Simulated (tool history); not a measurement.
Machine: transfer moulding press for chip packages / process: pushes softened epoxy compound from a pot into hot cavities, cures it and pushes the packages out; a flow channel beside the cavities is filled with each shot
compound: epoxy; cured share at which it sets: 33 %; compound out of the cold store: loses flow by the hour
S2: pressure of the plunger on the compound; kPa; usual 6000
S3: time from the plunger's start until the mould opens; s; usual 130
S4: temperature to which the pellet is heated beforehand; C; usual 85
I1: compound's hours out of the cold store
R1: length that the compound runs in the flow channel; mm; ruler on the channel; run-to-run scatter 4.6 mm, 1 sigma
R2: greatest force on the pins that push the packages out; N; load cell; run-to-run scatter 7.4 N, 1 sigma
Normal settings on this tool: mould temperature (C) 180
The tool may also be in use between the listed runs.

{"run": 1, "hour": 0.0, "mould temperature (C)": 180, "S2": 6000, "S3": 130, "S4": 85, "I1": 48, "R1": 848, "R2": 553}
{"run": 2, "hour": 10.3, "mould temperature (C)": 180, "S2": 6000, "S3": 130, "S4": 85, "I1": 21.9, "R1": 911, "R2": 315}
{"run": 3, "hour": 18.4, "mould temperature (C)": 180, "S2": 6000, "S3": 130, "S4": 85, "I1": 9, "R1": 948, "R2": 357}
{"run": 4, "hour": 25.6, "mould temperature (C)": 180, "S2": 6000, "S3": 130, "S4": 81, "I1": 15.1, "R1": 937, "R2": 384}
{"run": 5, "hour": 31.5, "mould temperature (C)": 180, "S2": 6000, "S3": 130, "S4": 81, "I1": 23.7, "R1": 901, "R2": 429}
{"run": 6, "hour": 41.0, "mould temperature (C)": 180, "S2": 6000, "S3": 130, "S4": 85, "I1": 16.9, "R1": 929, "R2": 454}
{"run": 7, "hour": 48.1, "mould temperature (C)": 180, "S2": 6000, "S3": 130, "S4": 83, "I1": 40.3, "R1": 854, "R2": 465}
{"run": 8, "hour": 56.6, "mould temperature (C)": 180, "S2": 6000, "S3": 130, "S4": 83, "I1": 21.6, "R1": 904, "R2": 495}
{"run": 9, "hour": 65.5, "mould temperature (C)": 180, "S2": 6000, "S3": 130, "S4": 92, "I1": 24.3, "R1": 899, "R2": 515}
{"run": 10, "hour": 70.9, "mould temperature (C)": 180, "S2": 6000, "S3": 130, "S4": 92, "I1": 21.4, "R1": 915, "R2": 519}
{"run": 11, "hour": 79.4, "mould temperature (C)": 180, "S2": 6000, "S3": 130, "S4": 92, "I1": 46, "R1": 844, "R2": 518}
{"run": 12, "hour": 88.5, "mould temperature (C)": 180, "S2": 6000, "S3": 130, "S4": 77, "I1": 36.5, "R1": 863, "R2": 556}
{"run": 13, "hour": 92.7, "mould temperature (C)": 179, "S2": 6000, "S3": 130, "S4": 85, "I1": 31.1, "R1": 888, "R2": 573}
{"run": 14, "hour": 105.7, "mould temperature (C)": 179, "S2": 6000, "S3": 130, "S4": 85, "I1": 39.4, "R1": 920, "R2": 374}
{"run": 15, "hour": 111.0, "mould temperature (C)": 180, "S2": 5900, "S3": 159, "S4": 85, "I1": 26.3, "R1": 950, "R2": 360}
{"run": 16, "hour": 116.8, "mould temperature (C)": 180, "S2": 5900, "S3": 159, "S4": 85, "I1": 12.2, "R1": 980, "R2": 392}
{"run": 17, "hour": 123.3, "mould temperature (C)": 178, "S2": 4990, "S3": 156, "S4": 80, "I1": 23.8, "R1": 877, "R2": 425}
{"run": 18, "hour": 131.4, "mould temperature (C)": 183, "S2": 6000, "S3": 130, "S4": 85, "I1": 15.7, "R1": 967, "R2": 450}
{"run": 19, "hour": 140.6, "mould temperature (C)": 185, "S2": 6000, "S3": 130, "S4": 85, "I1": 38.9, "R1": 897, "R2": 467}
{"run": 20, "hour": 148.6, "mould temperature (C)": 185, "S2": 6000, "S3": 130, "S4": 85, "I1": 32.3, "R1": 916, "R2": 484}
{"run": 21, "hour": 157.5, "mould temperature (C)": 178, "S2": 6000, "S3": 154, "S4": 89, "I1": 37.7, "R1": 925, "R2": 519}
{"run": 22, "hour": 165.2, "mould temperature (C)": 180, "S2": 6470, "S3": 130, "S4": 77, "I1": 45.7, "R1": 924, "R2": 560}
{"run": 23, "hour": 169.6, "mould temperature (C)": 180, "S2": 6470, "S3": 130, "S4": 77, "I1": 22.8, "R1": 999, "R2": 584}
{"run": 24, "hour": 177.5, "mould temperature (C)": 180, "S2": 6470, "S3": 130, "S4": 77, "I1": 9.6, "R1": 1034, "R2": 567}
{"run": 25, "hour": 187.8, "mould temperature (C)": 180, "S2": 6470, "S3": 130, "S4": 84, "I1": 36.9, "R1": 957, "R2": 320}
{"run": 26, "hour": 193.1, "mould temperature (C)": 177, "S2": 6730, "S3": 162, "S4": 77, "I1": 47.7, "R1": 944, "R2": 322}
{"run": 27, "hour": 202.3, "mould temperature (C)": 182, "S2": 6920, "S3": 128, "S4": 93, "I1": 12, "R1": 1055, "R2": 378}

Between the runs listed above, the log contained 4 entries, not reproduced here. Where in the sequence does each belong, and how does what the log doesn't record of the tool's condition differ from the listed run before to the listed run after?
Between runs 1 and 2: cavities cleaned with cleaning compound and waxed (hour 8.5)
  pressure that reaches the compound, % of what is set: 89.07 -> 88.88; grip of the stained cavities, % over clean ones': 82.9 -> 3
  measured less the result without the state, R1: -53 -> -58 mm; R2: +249 -> +5 N
Between runs 13 and 14: cavities cleaned with cleaning compound and waxed (hour 96.8); plunger's sealing rings changed (hour 102.6)
  true mould temperature over the reading, C: 0.57 -> 0.58; pressure that reaches the compound, % of what is set: 87.17 -> 99.87; grip of the stained cavities, % over clean ones': 84.7 -> 16
  measured less the result without the state, R1: -65 -> -3 mm; R2: +258 -> +45 N
Between runs 24 and 25: cavities cleaned with cleaning compound and waxed (hour 187.7)
  true mould temperature over the reading, C: 0.63 -> 0.64; pressure that reaches the compound, % of what is set: 98.35 -> 98.17; grip of the stained cavities, % over clean ones': 85 -> 1
  measured less the result without the state, R1: -11 -> -11 mm; R2: +256 -> -1 N
